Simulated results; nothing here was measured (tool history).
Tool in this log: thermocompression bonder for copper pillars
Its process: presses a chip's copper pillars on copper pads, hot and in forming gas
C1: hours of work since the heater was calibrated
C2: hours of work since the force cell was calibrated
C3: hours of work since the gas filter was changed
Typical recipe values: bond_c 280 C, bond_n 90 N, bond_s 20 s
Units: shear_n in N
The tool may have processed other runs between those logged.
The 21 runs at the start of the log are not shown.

{"run": 22, "day": 9.146, "bond_c": 301, "bond_n": 56, "bond_s": 25, "C1": 826, "C2": 237, "C3": 181, "shear_n": 61.2}
{"day": 9.504, "done": "forming gas filter changed"}
{"run": 23, "day": 9.688, "bond_c": 253, "bond_n": 56, "bond_s": 27, "C1": 835, "C2": 246, "C3": 3, "shear_n": 43.7}
{"run": 24, "day": 10.058, "bond_c": 253, "bond_n": 56, "bond_s": 27, "C1": 841, "C2": 252, "C3": 9, "shear_n": 43.8}
{"run": 25, "day": 10.496, "bond_c": 276, "bond_n": 68, "bond_s": 47, "C1": 848, "C2": 259, "C3": 16, "shear_n": 69.4}
{"run": 26, "day": 10.783, "bond_c": 276, "bond_n": 68, "bond_s": 47, "C1": 853, "C2": 264, "C3": 21, "shear_n": 69.5}
{"run": 27, "day": 11.371, "bond_c": 276, "bond_n": 68, "bond_s": 47, "C1": 862, "C2": 274, "C3": 31, "shear_n": 69.6}
{"run": 28, "day": 11.867, "bond_c": 284, "bond_n": 98, "bond_s": 36, "C1": 870, "C2": 282, "C3": 39, "shear_n": 80.6}
{"run": 29, "day": 12.271, "bond_c": 284, "bond_n": 98, "bond_s": 36, "C1": 877, "C2": 289, "C3": 45, "shear_n": 81.0}
{"run": 30, "day": 12.729, "bond_c": 284, "bond_n": 67, "bond_s": 36, "C1": 885, "C2": 296, "C3": 53, "shear_n": 67.4}
{"run": 31, "day": 13.0, "bond_c": 284, "bond_n": 67, "bond_s": 36, "C1": 889, "C2": 301, "C3": 57, "shear_n": 67.4}
{"run": 32, "day": 13.317, "bond_c": 310, "bond_n": 86, "bond_s": 10, "C1": 894, "C2": 306, "C3": 63, "shear_n": 65.9}
{"run": 33, "day": 13.817, "bond_c": 268, "bond_n": 90, "bond_s": 13, "C1": 903, "C2": 314, "C3": 71, "shear_n": 56.9}
{"run": 34, "day": 14.171, "bond_c": 274, "bond_n": 102, "bond_s": 13, "C1": 908, "C2": 320, "C3": 77, "shear_n": 63.8}
{"run": 35, "day": 14.429, "bond_c": 275, "bond_n": 90, "bond_s": 13, "C1": 913, "C2": 324, "C3": 81, "shear_n": 59.3}

Forecast each of these 4 alternatives for the next run:
{"run": "A", "day": 14.979, "bond_c": 275, "bond_n": 90, "bond_s": 34, "C1": 922, "C2": 333, "C3": 90, "shear_n": "?"}
{"run": "B", "day": 14.979, "bond_c": 275, "bond_n": 90, "bond_s": 25, "C1": 922, "C2": 333, "C3": 90, "shear_n": "?"}
{"run": "C", "day": 14.979, "bond_c": 297, "bond_n": 115, "bond_s": 28, "C1": 922, "C2": 333, "C3": 90, "shear_n": "?"}
{"run": "D", "day": 14.979, "bond_c": 282, "bond_n": 55, "bond_s": 17, "C1": 922, "C2": 333, "C3": 90, "shear_n": "?"}

run=A shear_n=74.7
run=B shear_n=69.8
run=C shear_n=84.7
run=D shear_n=46.1
With the hidden condition removed and each run's random variation left untouched, the same runs would have given:
run=A shear_n=76.5
run=B shear_n=71.4
run=C shear_n=86.9
run=D shear_n=47.1
